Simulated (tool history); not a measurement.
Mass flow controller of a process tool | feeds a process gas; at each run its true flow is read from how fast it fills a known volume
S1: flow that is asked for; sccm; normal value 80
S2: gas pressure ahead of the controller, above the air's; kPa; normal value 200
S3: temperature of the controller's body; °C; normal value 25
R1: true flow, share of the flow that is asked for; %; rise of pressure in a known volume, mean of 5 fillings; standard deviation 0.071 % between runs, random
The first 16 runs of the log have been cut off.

run    hour  S1   S2  S3     R1
 17  2436.7  80  200  25  99.67
 18  2632.7  80  200  25  99.83
 19  2805.4  80  200  25  99.57
 20  2942.8  80  200  25  99.55
     2996.9  -- controller's zero set anew, once more
 21  3078.7  85  200  35  98.79
 22  3221.3  85  200  35  98.68
 23  3379.2  12  247  26  97.77
 24  3518.3  80  147  25  99.01
 25  3730.1  16  147  27  97.62
 26  3920.6  16  147  27  97.82
 27  4081.6  16  147  27  97.78
 28  4239.7  55  249  23  98.88
 29  4395.6  69  151  27  98.69
 30  4589.1  80  179  25  99.08
 31  4681.2  80  179  25  98.96
 32    4796  80  179  25  99.19
 33  4883.4  80  179  25   98.9
 34  5052.4  80  200  30  98.86

The next listed run, before its measurement:
 35  5224.6  67  222  35   ?

R1: 98.37 %
Without the tool's hidden state the same run would have given R1 98.81 %.
